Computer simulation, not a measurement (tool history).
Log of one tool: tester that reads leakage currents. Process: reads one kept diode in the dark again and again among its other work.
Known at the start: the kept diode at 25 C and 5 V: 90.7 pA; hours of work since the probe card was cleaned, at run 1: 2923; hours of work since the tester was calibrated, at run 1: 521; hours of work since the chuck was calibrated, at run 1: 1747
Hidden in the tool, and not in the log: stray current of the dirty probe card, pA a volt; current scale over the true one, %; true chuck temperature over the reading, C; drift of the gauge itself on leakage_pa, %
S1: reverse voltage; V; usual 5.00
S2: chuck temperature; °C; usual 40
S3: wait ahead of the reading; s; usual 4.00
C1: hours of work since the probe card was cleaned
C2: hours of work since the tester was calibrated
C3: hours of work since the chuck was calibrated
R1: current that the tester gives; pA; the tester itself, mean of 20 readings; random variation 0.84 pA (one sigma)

run	hour	S1	S2	S3	C1	C2	C3	R1
1	0.0	5.00	40	4.00	2923	521	1747	268.85
2	16.0	5.00	40	1.86	2933	531	1756	269.70
3	42.0	5.00	31	1.86	2948	546	1772	141.81
4	76.7	5.00	31	1.86	2968	566	1792	141.44
5	95.1	5.00	31	1.86	2979	577	1803	141.48
6	124.3	5.00	31	1.86	2996	594	1820	141.15
# hour 142.9: probe card cleaned and baked
7	161.9	5.00	31	1.86	11	615	1840	133.96
8	193.1	5.00	40	4.19	29	633	1859	258.93
9	213.9	13.49	40	4.00	42	645	1871	451.44
10	248.0	13.49	40	4.00	62	665	1891	450.30
11	278.4	13.49	40	4.00	80	683	1909	450.77
12	302.7	5.00	28	4.00	94	697	1923	105.94
13	318.3	5.00	30	4.00	103	706	1932	123.87
14	342.0	5.00	30	4.00	117	720	1946	123.41
15	371.3	5.00	30	4.00	134	737	1963	123.31
16	395.5	5.00	30	4.00	148	752	1977	122.90
17	420.5	5.00	36	4.00	163	766	1992	194.02
18	455.2	5.00	36	4.00	183	787	2012	192.73
19	482.9	5.00	36	4.00	200	803	2029	193.44
20	505.2	5.75	40	4.00	213	816	2042	278.84
21	528.8	5.75	40	4.00	227	830	2056	277.98
22	548.8	5.75	26	4.00	238	842	2067	97.85
23	585.4	2.35	26	0.44	260	863	2089	60.44
# hour 597.6: chuck's temperature calibrated
24	624.3	6.13	24	4.54	281	885	16	94.94
25	659.5	3.05	59	1.12	302	905	36	763.49
26	681.7	3.02	48	1.23	315	918	49	369.09
27	714.4	3.02	48	1.23	334	938	69	369.46
28	739.6	1.95	40	4.00	349	952	83	165.50
29	765.6	15.38	22	1.95	364	968	99	137.32
30	799.0	15.38	22	2.39	384	987	118	136.91
31	826.7	8.71	37	0.39	400	1004	134	309.67
32	856.0	1.36	49	0.98	417	1021	152	251.59
33	878.6	5.00	40	8.63	431	1034	165	277.10
34	911.5	5.00	40	1.34	450	1053	184	276.88
35	933.3	9.38	44	4.00	463	1066	197	521.41
36	955.8	5.00	28	6.57	476	1079	210	113.93
37	987.3	7.68	44	2.61	494	1098	229	464.11
38	1020.0	10.27	35	1.95	514	1117	248	288.81
39	1055.4	5.19	60	2.31	534	1138	269	1077.70

Forecast each of these 3 alternatives for the next run:
A	1088.0	8.60	54	0.86	554	1157	288	?
B	1088.0	1.90	41	4.60	554	1157	288	?
C	1088.0	5.00	40	0.40	554	1157	288	?

run	R1
A	964.64
B	173.42
C	278.92
Without the tool's hidden state the same runs would have given:
run	R1
A	977.21
B	175.80
C	282.20

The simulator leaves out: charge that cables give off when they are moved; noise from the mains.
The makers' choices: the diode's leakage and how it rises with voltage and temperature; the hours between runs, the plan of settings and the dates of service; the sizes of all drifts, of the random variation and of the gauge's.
